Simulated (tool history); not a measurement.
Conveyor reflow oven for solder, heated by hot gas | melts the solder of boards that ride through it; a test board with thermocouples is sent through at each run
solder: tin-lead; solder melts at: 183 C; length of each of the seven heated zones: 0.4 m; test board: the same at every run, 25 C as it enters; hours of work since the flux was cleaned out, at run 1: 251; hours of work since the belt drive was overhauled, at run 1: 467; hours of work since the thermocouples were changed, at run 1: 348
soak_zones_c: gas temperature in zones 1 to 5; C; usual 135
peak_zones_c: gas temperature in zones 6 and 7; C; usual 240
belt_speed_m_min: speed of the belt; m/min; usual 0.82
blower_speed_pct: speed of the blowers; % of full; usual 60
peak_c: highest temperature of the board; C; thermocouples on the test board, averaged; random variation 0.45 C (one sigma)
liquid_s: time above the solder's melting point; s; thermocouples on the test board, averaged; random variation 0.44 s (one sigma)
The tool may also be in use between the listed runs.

run,hour,soak_zones_c,peak_zones_c,belt_speed_m_min,blower_speed_pct,hours of work since the flux was cleaned out,hours of work since the belt drive was overhauled,hours of work since the thermocouples were changed,peak_c,liquid_s
1,0,135,240,0.82,60,251,467,348,209.8,36.6
2,67.7,135,240,0.82,60,282,498,379,208.4,36.3
# hour 127.8: flux residue cleaned out of gas plates and filters
3,149.9,135,240,0.82,60,10,534,415,213,39.8
4,222.5,121,240,0.82,60,43,567,448,208.8,32.4
5,260.3,121,240,0.82,60,61,585,465,208.9,33.3
6,296.6,121,240,0.82,60,77,601,482,208,32.8
7,345.9,121,246,0.82,60,100,624,505,213.3,35.6
8,413.6,121,246,0.82,60,131,655,536,212,36.1
9,451.8,121,239,0.82,60,149,673,553,205.7,30.6
# hour 508.3: thermocouples of zones 6 and 7 changed
10,520.5,135,240,0.82,60,179,703,6,211.2,37.5
11,570.8,135,240,0.82,60,203,726,29,210.7,37.9
12,629.2,135,240,0.82,60,229,753,56,211.6,36.8
13,706,145,240,0.82,60,265,788,91,212.6,42
14,793.6,136,240,0.859,60,305,829,131,208.3,33.5
# hour 806.7: flux residue cleaned out of gas plates and filters
15,851.7,136,240,0.859,60,21,853,155,211.5,36.3
16,940.1,136,240,0.859,60,61,894,196,210.3,36.9
17,1012.6,135,240,0.82,73,95,927,229,217.4,42.9
18,1070.2,135,240,0.82,73,121,953,256,216.9,42.5
19,1141.1,135,240,0.82,73,154,986,288,215.7,42.5
20,1190.9,135,240,0.702,71,176,1009,311,220.6,53.8
21,1245.1,135,240,0.702,71,201,1034,336,220.1,53
22,1306.2,135,240,0.702,71,229,1062,364,219.2,52.7
# hour 1320.9: belt drive overhauled, speed set with a stopwatch
23,1386.4,135,240,0.702,71,264,30,399,218.5,50.8
24,1461,135,241,0.82,60,299,64,433,209.6,35.1
# hour 1486.1: flux residue cleaned out of gas plates and filters
25,1528.2,135,244,0.82,62,19,93,462,216.1,41.9
26,1602.2,135,240,0.82,88,53,127,496,219.5,44.7

5 ways to go on from here, each from the tool as it stands after run 26. What would each give?
A,1679.9,126,240,0.82,60,89,163,532,?,?
B,1679.9,135,229,0.898,88,89,163,532,?,?
C,1679.9,135,232,0.82,70,89,163,532,?,?
D,1679.9,135,240,0.82,62,89,163,532,?,?
E,1679.9,123,238,0.82,53,89,163,532,?,?

run,peak_c,liquid_s
A,209.7,33.8
B,207.1,31.9
C,208.2,35.1
D,211.8,39.4
E,204,28.5
Without the tool's hidden state the same runs would have given:
run,peak_c,liquid_s
A,211.9,35.4
B,209.4,33.6
C,210.3,36.7
D,213.9,40.9
E,206.1,30.3
